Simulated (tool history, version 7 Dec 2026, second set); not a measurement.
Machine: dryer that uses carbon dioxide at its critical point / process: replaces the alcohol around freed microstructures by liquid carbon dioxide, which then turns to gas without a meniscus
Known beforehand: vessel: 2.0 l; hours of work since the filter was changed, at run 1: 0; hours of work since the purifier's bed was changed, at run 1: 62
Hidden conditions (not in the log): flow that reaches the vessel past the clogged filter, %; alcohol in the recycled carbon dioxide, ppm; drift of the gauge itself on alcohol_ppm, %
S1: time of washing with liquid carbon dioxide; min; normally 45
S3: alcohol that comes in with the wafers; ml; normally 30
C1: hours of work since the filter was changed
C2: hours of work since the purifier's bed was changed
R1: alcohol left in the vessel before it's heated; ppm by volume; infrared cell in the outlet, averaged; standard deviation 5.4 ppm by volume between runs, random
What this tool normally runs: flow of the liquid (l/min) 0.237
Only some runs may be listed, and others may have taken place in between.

run 1 hour=0 | S1=45 flow_of_the_liquid_(l/min)=0.237 S3=30 | C1=0 C2=62 | R1=165
run 2 hour=40.4 | S1=45 flow_of_the_liquid_(l/min)=0.237 S3=30 | C1=28 C2=90 | R1=182
run 3 hour=85.1 | S1=45 flow_of_the_liquid_(l/min)=0.237 S3=30 | C1=60 C2=122 | R1=198
run 4 hour=132.7 | S1=45 flow_of_the_liquid_(l/min)=0.237 S3=30 | C1=93 C2=155 | R1=207
run 5 hour=161 | S1=45 flow_of_the_liquid_(l/min)=0.237 S3=30 | C1=113 C2=175 | R1=212
run 6 hour=205.7 | S1=45 flow_of_the_liquid_(l/min)=0.237 S3=30 | C1=145 C2=207 | R1=235
run 7 hour=262.8 | S1=45 flow_of_the_liquid_(l/min)=0.237 S3=44 | C1=185 C2=247 | R1=323
run 8 hour=312.2 | S1=43 flow_of_the_liquid_(l/min)=0.237 S3=30 | C1=220 C2=282 | R1=323
run 9 hour=379.1 | S1=43 flow_of_the_liquid_(l/min)=0.237 S3=30 | C1=267 C2=329 | R1=356
run 10 hour=444 | S1=51 flow_of_the_liquid_(l/min)=0.237 S3=30 | C1=313 C2=375 | R1=245
run 11 hour=480.4 | S1=51 flow_of_the_liquid_(l/min)=0.237 S3=30 | C1=338 C2=400 | R1=255
run 12 hour=508.7 | S1=51 flow_of_the_liquid_(l/min)=0.237 S3=30 | C1=358 C2=420 | R1=272
run 13 hour=556.7 | S1=51 flow_of_the_liquid_(l/min)=0.237 S3=30 | C1=392 C2=454 | R1=280
run 14 hour=597.4 | S1=45 flow_of_the_liquid_(l/min)=0.237 S3=49 | C1=421 C2=483 | R1=515
run 15 hour=660.2 | S1=45 flow_of_the_liquid_(l/min)=0.272 S3=49 | C1=465 C2=527 | R1=382
run 16 hour=723.2 | S1=45 flow_of_the_liquid_(l/min)=0.237 S3=30 | C1=509 C2=571 | R1=414
run 17 hour=756.4 | S1=45 flow_of_the_liquid_(l/min)=0.237 S3=30 | C1=533 C2=595 | R1=447
-- hour=771.9 inlet filter changed
run 18 hour=796.6 | S1=45 flow_of_the_liquid_(l/min)=0.246 S3=41 | C1=17 C2=622 | R1=396
run 19 hour=864.5 | S1=53 flow_of_the_liquid_(l/min)=0.22 S3=30 | C1=65 C2=670 | R1=355
run 20 hour=931.2 | S1=51 flow_of_the_liquid_(l/min)=0.27 S3=40 | C1=112 C2=717 | R1=318
run 21 hour=971.3 | S1=51 flow_of_the_liquid_(l/min)=0.27 S3=40 | C1=140 C2=745 | R1=340
run 22 hour=1000.8 | S1=37 flow_of_the_liquid_(l/min)=0.402 S3=44 | C1=161 C2=766 | R1=343
-- hour=1029.8 purifier's bed changed
run 23 hour=1052.6 | S1=42 flow_of_the_liquid_(l/min)=0.279 S3=52 | C1=196 C2=16 | R1=193
run 24 hour=1086.1 | S1=42 flow_of_the_liquid_(l/min)=0.279 S3=52 | C1=219 C2=40 | R1=218
run 25 hour=1130.7 | S1=71 flow_of_the_liquid_(l/min)=0.302 S3=57 | C1=251 C2=71 | R1=28
run 26 hour=1194.3 | S1=45 flow_of_the_liquid_(l/min)=0.326 S3=20 | C1=295 C2=116 | R1=79
run 27 hour=1226.3 | S1=45 flow_of_the_liquid_(l/min)=0.149 S3=57 | C1=318 C2=138 | R1=1777
run 28 hour=1255.3 | S1=45 flow_of_the_liquid_(l/min)=0.25 S3=30 | C1=338 C2=159 | R1=207
run 29 hour=1302 | S1=35 flow_of_the_liquid_(l/min)=0.25 S3=30 | C1=371 C2=192 | R1=503
run 30 hour=1359.6 | S1=32 flow_of_the_liquid_(l/min)=0.163 S3=89 | C1=412 C2=232 | R1=5460
run 31 hour=1404.1 | S1=69 flow_of_the_liquid_(l/min)=0.334 S3=96 | C1=443 C2=264 | R1=103
run 32 hour=1432.5 | S1=30 flow_of_the_liquid_(l/min)=0.334 S3=96 | C1=463 C2=284 | R1=1002

What if the next run were any one of these 3? Each begins from the tool's condition after run 32:
run A hour=1498.5 | S1=58 flow_of_the_liquid_(l/min)=0.237 S3=30 | C1=510 C2=330 | R1=?
run B hour=1498.5 | S1=53 flow_of_the_liquid_(l/min)=0.334 S3=60 | C1=510 C2=330 | R1=?
run C hour=1498.5 | S1=56 flow_of_the_liquid_(l/min)=0.237 S3=30 | C1=510 C2=330 | R1=?

run=A R1=194
run=B R1=145
run=C R1=199
With the hidden condition removed and each run's random variation left untouched, the same runs would have given:
run=A R1=42
run=B R1=8
run=C R1=48
